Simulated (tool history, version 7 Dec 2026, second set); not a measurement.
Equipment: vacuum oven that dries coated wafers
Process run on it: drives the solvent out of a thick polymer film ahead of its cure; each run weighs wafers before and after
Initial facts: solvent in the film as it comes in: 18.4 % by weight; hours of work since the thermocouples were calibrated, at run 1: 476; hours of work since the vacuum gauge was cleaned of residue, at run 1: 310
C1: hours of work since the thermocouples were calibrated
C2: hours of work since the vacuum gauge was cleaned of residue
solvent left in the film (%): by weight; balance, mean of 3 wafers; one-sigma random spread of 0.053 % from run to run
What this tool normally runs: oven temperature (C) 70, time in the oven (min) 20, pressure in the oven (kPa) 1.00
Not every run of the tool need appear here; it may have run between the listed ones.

Run 1, hour 0.0: usual settings; C1 476; C2 310. Result: solvent left in the film (%) 1.65.
Run 2, hour 14.2: usual settings; C1 486; C2 320. Result: solvent left in the film (%) 1.67.
Run 3, hour 30.0: usual settings; C1 496; C2 330. Result: solvent left in the film (%) 1.57.
Run 4, hour 44.5: usual settings; C1 505; C2 339. Result: solvent left in the film (%) 1.61.
Run 5, hour 57.7: usual settings; C1 514; C2 348. Result: solvent left in the film (%) 1.57.
Run 6, hour 70.0: usual settings but pressure in the oven (kPa) 1.05; C1 522; C2 356. Result: solvent left in the film (%) 1.62.
Run 7, hour 85.8: usual settings but pressure in the oven (kPa) 2.98; C1 532; C2 366. Result: solvent left in the film (%) 3.18.
Run 8, hour 96.3: usual settings but pressure in the oven (kPa) 2.98; C1 539; C2 373. Result: solvent left in the film (%) 3.15.
Run 9, hour 113.1: usual settings but time in the oven (min) 30, pressure in the oven (kPa) 2.98; C1 550; C2 384. Result: solvent left in the film (%) 2.71.
Run 10, hour 127.6: usual settings but time in the oven (min) 30, pressure in the oven (kPa) 2.98; C1 560; C2 394. Result: solvent left in the film (%) 2.84.
Run 11, hour 143.4: usual settings but oven temperature (C) 64; C1 570; C2 404. Result: solvent left in the film (%) 3.07.
Run 12, hour 156.0: usual settings but oven temperature (C) 64; C1 578; C2 412. Result: solvent left in the film (%) 3.09.
Run 13, hour 165.3: usual settings but oven temperature (C) 64; C1 584; C2 418. Result: solvent left in the film (%) 3.06.
Run 14, hour 183.9: usual settings but oven temperature (C) 64; C1 596; C2 430. Result: solvent left in the film (%) 2.92.
Run 15, hour 200.4: usual settings but oven temperature (C) 69; C1 607; C2 441. Result: solvent left in the film (%) 1.81.
Run 16, hour 209.5: usual settings but oven temperature (C) 69; C1 613; C2 447. Result: solvent left in the film (%) 1.87.
Run 17, hour 226.8: usual settings but oven temperature (C) 69; C1 624; C2 458. Result: solvent left in the film (%) 1.83.
Run 18, hour 243.2: usual settings but oven temperature (C) 69; C1 635; C2 469. Result: solvent left in the film (%) 1.85.
Run 19, hour 253.2: usual settings but oven temperature (C) 69; C1 642; C2 475. Result: solvent left in the film (%) 1.73.
Run 20, hour 262.6: usual settings; C1 648; C2 482. Result: solvent left in the film (%) 1.64.
Run 21, hour 275.7: usual settings; C1 656; C2 490. Result: solvent left in the film (%) 1.62.
Run 22, hour 289.3: usual settings but pressure in the oven (kPa) 1.28; C1 665; C2 499. Result: solvent left in the film (%) 1.86.
Run 23, hour 303.2: usual settings but time in the oven (min) 10, pressure in the oven (kPa) 0.84; C1 674; C2 508. Result: solvent left in the film (%) 3.86.
Run 24, hour 323.4: usual settings but time in the oven (min) 19, pressure in the oven (kPa) 2.17; C1 687; C2 521. Result: solvent left in the film (%) 2.71.
Run 25, hour 340.1: usual settings but oven temperature (C) 61, time in the oven (min) 13, pressure in the oven (kPa) 1.94; C1 698; C2 532. Result: solvent left in the film (%) 6.92.
Run 26, hour 358.5: usual settings but oven temperature (C) 61, time in the oven (min) 13, pressure in the oven (kPa) 1.94; C1 710; C2 544. Result: solvent left in the film (%) 7.14.
Run 27, hour 379.1: usual settings but oven temperature (C) 61, time in the oven (min) 13, pressure in the oven (kPa) 3.17; C1 724; C2 558. Result: solvent left in the film (%) 7.90.
Run 28, hour 396.1: usual settings but oven temperature (C) 75; C1 735; C2 569. Result: solvent left in the film (%) 0.95.
Run 29, hour 413.4: usual settings but oven temperature (C) 75; C1 746; C2 580. Result: solvent left in the film (%) 1.04.
Run 30, hour 432.6: usual settings but oven temperature (C) 75; C1 759; C2 593. Result: solvent left in the film (%) 1.05.
Run 31, hour 447.1: usual settings but oven temperature (C) 75; C1 768; C2 602. Result: solvent left in the film (%) 0.92.
Run 32, hour 465.7: usual settings but oven temperature (C) 55, time in the oven (min) 29, pressure in the oven (kPa) 0.53; C1 780; C2 614. Result: solvent left in the film (%) 4.23.
Run 33, hour 480.2: usual settings but oven temperature (C) 84, time in the oven (min) 12, pressure in the oven (kPa) 1.15; C1 790; C2 624. Result: solvent left in the film (%) 0.79.
Run 34, hour 497.9: usual settings but oven temperature (C) 62, time in the oven (min) 18, pressure in the oven (kPa) 1.48; C1 801; C2 635. Result: solvent left in the film (%) 4.66.
Run 35, hour 516.9: usual settings but oven temperature (C) 62, time in the oven (min) 18, pressure in the oven (kPa) 1.48; C1 814; C2 648. Result: solvent left in the film (%) 4.58.
Run 36, hour 537.0: usual settings but oven temperature (C) 76; C1 827; C2 661. Result: solvent left in the film (%) 0.92.
Run 37, hour 547.5: usual settings but oven temperature (C) 73, time in the oven (min) 33, pressure in the oven (kPa) 0.76; C1 834; C2 667. Result: solvent left in the film (%) 0.80.
Run 38, hour 556.5: usual settings but oven temperature (C) 73, time in the oven (min) 33, pressure in the oven (kPa) 0.76; C1 839; C2 673. Result: solvent left in the film (%) 0.78.
Run 39, hour 574.9: usual settings but oven temperature (C) 73, time in the oven (min) 33, pressure in the oven (kPa) 0.76; C1 851; C2 685. Result: solvent left in the film (%) 0.73.
Run 40, hour 592.4: usual settings but oven temperature (C) 83, time in the oven (min) 36, pressure in the oven (kPa) 1.41; C1 863; C2 697. Result: solvent left in the film (%) 0.76.
Run 41, hour 607.0: usual settings but oven temperature (C) 78, time in the oven (min) 36, pressure in the oven (kPa) 1.41; C1 872; C2 706. Result: solvent left in the film (%) 0.95.
Run 42, hour 626.2: usual settings but oven temperature (C) 78, time in the oven (min) 36, pressure in the oven (kPa) 1.41; C1 885; C2 719. Result: solvent left in the film (%) 0.96.
Run 43, hour 640.3: usual settings but time in the oven (min) 34; C1 894; C2 728. Result: solvent left in the film (%) 1.17.

Consider 4 possible next runs. They are alternatives, not a sequence: every one starts from the tool as it was left by run 43. What does each give?
Run A, hour 650.9: usual settings but time in the oven (min) 34, pressure in the oven (kPa) 1.44; C1 901; C2 735. Result: solvent left in the film (%) ?.
Run B, hour 650.9: usual settings but oven temperature (C) 77, time in the oven (min) 26, pressure in the oven (kPa) 0.94; C1 901; C2 735. Result: solvent left in the film (%) ?.
Run C, hour 650.9: usual settings but pressure in the oven (kPa) 1.66; C1 901; C2 735. Result: solvent left in the film (%) ?.
Run D, hour 650.9: usual settings but oven temperature (C) 84, time in the oven (min) 16; C1 901; C2 735. Result: solvent left in the film (%) ?.

run  solvent left in the film (%)
  A                          1.40
  B                          0.80
  C                          2.12
  D                          0.68
Had the tool no hidden state, the same runs would have come out as:
run  solvent left in the film (%)
  A                          1.27
  B                          0.67
  C                          2.22
  D                          0.59
